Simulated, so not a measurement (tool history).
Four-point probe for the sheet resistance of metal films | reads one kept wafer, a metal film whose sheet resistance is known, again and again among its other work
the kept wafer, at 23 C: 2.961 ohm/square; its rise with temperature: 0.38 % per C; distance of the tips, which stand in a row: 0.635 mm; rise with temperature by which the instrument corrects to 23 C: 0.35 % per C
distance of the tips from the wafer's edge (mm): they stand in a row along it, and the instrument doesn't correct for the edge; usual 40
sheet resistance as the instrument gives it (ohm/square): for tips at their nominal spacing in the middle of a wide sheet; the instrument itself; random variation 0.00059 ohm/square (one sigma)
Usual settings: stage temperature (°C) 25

| run | hour | stage temperature (°C) | distance of the tips from the wafer's edge (mm) | sheet resistance as the instrument gives it (ohm/square) |
|---|---|---|---|---|
| 1 | 0 | 25 | 40 | 2.943674 |
| 2 | 23.6 | 25 | 40 | 2.944289 |
| 3 | 42.4 | 25 | 40 | 2.943211 |
| 4 | 56.1 | 25 | 40 | 2.943361 |
| 5 | 70.8 | 25 | 40 | 2.943146 |
| 6 | 92.8 | 25 | 36 | 2.94401 |
| 7 | 115.3 | 25 | 40 | 2.94308 |
| 8 | 133.5 | 25 | 40 | 2.942409 |
| 9 | 152.7 | 22 | 40 | 2.938784 |
| 10 | 170.2 | 22 | 40 | 2.939315 |
| 11 | 181.8 | 25 | 14 | 2.944726 |
| 12 | 204.4 | 25 | 40 | 2.941623 |
| 13 | 215.4 | 25 | 40 | 2.942058 |
| 14 | 230.7 | 25 | 7 | 2.953349 |
| 15 | 249.3 | 25 | 7 | 2.953989 |
| 16 | 264.2 | 18 | 40 | 2.933996 |
| 17 | 278.4 | 23 | 40 | 2.938671 |
| 18 | 293.4 | 23 | 40 | 2.939186 |
| 19 | 309.4 | 25 | 40 | 2.939843 |
| 20 | 328.2 | 25 | 40 | 2.939767 |
| 21 | 345.4 | 25 | 40 | 2.939232 |
| 22 | 363.1 | 18 | 40 | 2.931746 |
| 23 | 382.3 | 18 | 49 | 2.93136 |
| 24 | 401.9 | 25 | 16 | 2.940197 |
| 25 | 414.4 | 35 | 27 | 2.94741 |
| 26 | 435 | 33 | 17 | 2.946885 |
| 27 | 447.8 | 33 | 17 | 2.945976 |
| 28 | 467 | 26 | 4 | 2.977941 |
| 29 | 485.1 | 26 | 4 | 2.977447 |
| 30 | 503.6 | 32 | 40 | 2.94374 |
| 31 | 523.7 | 26 | 5 | 2.96178 |
| 32 | 545.7 | 26 | 5 | 2.96144 |
| 33 | 562.6 | 32 | 4 | 2.981783 |
| 34 | 574.1 | 30 | 40 | 2.941738 |
| 35 | 585.7 | 29 | 53 | 2.939412 |
| 36 | 605.2 | 23 | 42 | 2.932394 |
| 37 | 618.7 | 34 | 6 | 2.960871 |
| 38 | 632.4 | 29 | 12 | 2.942477 |
| 39 | 643.1 | 29 | 12 | 2.94366 |
| 40 | 656.6 | 31 | 4 | 2.979906 |
| 41 | 674.5 | 23 | 4 | 2.971648 |
| 42 | 690 | 25 | 5 | 2.958755 |
| 43 | 707.3 | 20 | 4 | 2.967465 |
| 44 | 724.1 | 20 | 4 | 2.968076 |

Forecast each of these 5 alternatives for the next run:
| A | 744.7 | 27 | 34 | ? |
| B | 744.7 | 26 | 10 | ? |
| C | 744.7 | 30 | 17 | ? |
| D | 744.7 | 28 | 20 | ? |
| E | 744.7 | 32 | 11 | ? |

| run | sheet resistance as the instrument gives it (ohm/square) |
|---|---|
| A | 2.935404 |
| B | 2.940635 |
| C | 2.940402 |
| D | 2.937886 |
| E | 2.944615 |
Without the tool's hidden state the same runs would have given:
| run | sheet resistance as the instrument gives it (ohm/square) |
|---|---|
| A | 2.965621 |
| B | 2.97091 |
| C | 2.970645 |
| D | 2.968121 |
| E | 2.974884 |

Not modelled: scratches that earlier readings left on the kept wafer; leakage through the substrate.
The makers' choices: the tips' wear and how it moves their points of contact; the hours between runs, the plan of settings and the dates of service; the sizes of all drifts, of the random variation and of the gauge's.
